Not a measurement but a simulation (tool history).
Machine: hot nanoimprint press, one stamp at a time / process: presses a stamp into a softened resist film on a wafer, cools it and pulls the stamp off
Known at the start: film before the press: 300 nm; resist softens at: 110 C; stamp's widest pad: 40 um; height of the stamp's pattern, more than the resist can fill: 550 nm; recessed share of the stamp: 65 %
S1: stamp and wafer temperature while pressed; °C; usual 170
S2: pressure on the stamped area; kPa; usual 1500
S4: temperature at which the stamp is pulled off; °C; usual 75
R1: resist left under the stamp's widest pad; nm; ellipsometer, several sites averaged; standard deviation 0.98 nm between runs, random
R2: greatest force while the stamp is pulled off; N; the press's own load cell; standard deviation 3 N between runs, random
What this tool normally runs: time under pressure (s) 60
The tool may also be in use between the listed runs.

{"run": 1, "hour": 0.0, "S1": 170, "S2": 1500, "time under pressure (s)": 60, "S4": 75, "R1": 150.5, "R2": 165}
{"run": 2, "hour": 13.5, "S1": 170, "S2": 1500, "time under pressure (s)": 60, "S4": 75, "R1": 153.6, "R2": 158}
{"run": 3, "hour": 37.2, "S1": 170, "S2": 1500, "time under pressure (s)": 60, "S4": 75, "R1": 150.1, "R2": 164}
{"run": 4, "hour": 58.3, "S1": 170, "S2": 1500, "time under pressure (s)": 60, "S4": 75, "R1": 152.1, "R2": 162}
{"run": 5, "hour": 75.5, "S1": 170, "S2": 1500, "time under pressure (s)": 60, "S4": 75, "R1": 150.7, "R2": 164}
{"run": 6, "hour": 99.0, "S1": 170, "S2": 1500, "time under pressure (s)": 60, "S4": 75, "R1": 151.5, "R2": 167}
{"run": 7, "hour": 112.5, "S1": 170, "S2": 1500, "time under pressure (s)": 60, "S4": 75, "R1": 151.6, "R2": 167}
{"run": 8, "hour": 123.6, "S1": 170, "S2": 1230, "time under pressure (s)": 60, "S4": 75, "R1": 161.6, "R2": 167}
{"run": 9, "hour": 148.0, "S1": 170, "S2": 1230, "time under pressure (s)": 60, "S4": 75, "R1": 163.1, "R2": 168}
{"run": 10, "hour": 163.7, "S1": 170, "S2": 1500, "time under pressure (s)": 87, "S4": 75, "R1": 131.9, "R2": 166}
{"run": 11, "hour": 177.1, "S1": 170, "S2": 2050, "time under pressure (s)": 87, "S4": 75, "R1": 115.5, "R2": 170}
{"run": 12, "hour": 193.7, "S1": 170, "S2": 1500, "time under pressure (s)": 60, "S4": 75, "R1": 153.4, "R2": 173}
{"run": 13, "hour": 215.6, "S1": 170, "S2": 950, "time under pressure (s)": 60, "S4": 75, "R1": 180.4, "R2": 174}
{"run": 14, "hour": 235.1, "S1": 170, "S2": 1520, "time under pressure (s)": 60, "S4": 75, "R1": 152.5, "R2": 173}
{"run": 15, "hour": 252.6, "S1": 170, "S2": 1500, "time under pressure (s)": 60, "S4": 60, "R1": 155.2, "R2": 238}
{"run": 16, "hour": 267.1, "S1": 170, "S2": 1500, "time under pressure (s)": 60, "S4": 60, "R1": 153.9, "R2": 243}
{"run": 17, "hour": 287.0, "S1": 166, "S2": 1380, "time under pressure (s)": 60, "S4": 75, "R1": 187.5, "R2": 180}
{"run": 18, "hour": 304.2, "S1": 166, "S2": 1740, "time under pressure (s)": 60, "S4": 62, "R1": 174.8, "R2": 241}
{"hour": 311.0, "done": "plate thermocouple calibrated"}
{"run": 19, "hour": 322.7, "S1": 166, "S2": 1740, "time under pressure (s)": 60, "S4": 62, "R1": 170.5, "R2": 238}
{"run": 20, "hour": 342.1, "S1": 164, "S2": 1740, "time under pressure (s)": 60, "S4": 78, "R1": 187.6, "R2": 169}
{"run": 21, "hour": 353.7, "S1": 164, "S2": 1740, "time under pressure (s)": 77, "S4": 78, "R1": 169.0, "R2": 166}
{"run": 22, "hour": 371.1, "S1": 164, "S2": 1740, "time under pressure (s)": 77, "S4": 78, "R1": 171.5, "R2": 170}
{"run": 23, "hour": 382.1, "S1": 163, "S2": 2030, "time under pressure (s)": 72, "S4": 78, "R1": 173.7, "R2": 167}
{"hour": 399.1, "done": "press's hydraulic seals changed and the load cell set to zero"}
{"run": 24, "hour": 410.5, "S1": 173, "S2": 1500, "time under pressure (s)": 60, "S4": 67, "R1": 127.4, "R2": 222}
{"run": 25, "hour": 423.6, "S1": 169, "S2": 1040, "time under pressure (s)": 99, "S4": 75, "R1": 147.3, "R2": 185}
{"run": 26, "hour": 435.3, "S1": 170, "S2": 1500, "time under pressure (s)": 37, "S4": 75, "R1": 175.0, "R2": 181}
{"run": 27, "hour": 447.3, "S1": 182, "S2": 1500, "time under pressure (s)": 60, "S4": 62, "R1": 81.7, "R2": 243}
{"run": 28, "hour": 469.9, "S1": 182, "S2": 1500, "time under pressure (s)": 60, "S4": 62, "R1": 81.6, "R2": 250}
{"run": 29, "hour": 484.1, "S1": 164, "S2": 1500, "time under pressure (s)": 86, "S4": 66, "R1": 171.8, "R2": 232}
{"run": 30, "hour": 507.8, "S1": 164, "S2": 1500, "time under pressure (s)": 86, "S4": 66, "R1": 175.2, "R2": 235}

Hidden state or all else? Some run-to-run changes of R1, split into what the settings, what came in and random variation would give without the hidden state, and what is left for the hidden state (with any gauge scatter that isn't in both results):
The hidden state here: true temperature over the reading, C; pressure that arrives at the usual setting, %; grip of the stamp's worn release coat, % over a new coat's; drift of the gauge itself on residual_nm, %; drift of the gauge itself on pull_off_n, %.
Run 18 -> 19: plate thermocouple calibrated. R1 -4.3 nm: hidden state -6.1, all else +1.8.
Run 23 -> 24: S1 163 -> 173, S2 2030 -> 1500, time under pressure (s) 72 -> 60, S4 78 -> 67, press's hydraulic seals changed and the load cell set to zero. R1 -46.3 nm: hidden state -2.3, all else -44.0.
Run 26 -> 27: S1 170 -> 182, time under pressure (s) 37 -> 60, S4 75 -> 62. R1 -93.3 nm: hidden state -0.7, all else -92.6.
Run 28 -> 29: S1 182 -> 164, time under pressure (s) 60 -> 86, S4 62 -> 66. R1 +90.2 nm: hidden state +1.1, all else +89.1.

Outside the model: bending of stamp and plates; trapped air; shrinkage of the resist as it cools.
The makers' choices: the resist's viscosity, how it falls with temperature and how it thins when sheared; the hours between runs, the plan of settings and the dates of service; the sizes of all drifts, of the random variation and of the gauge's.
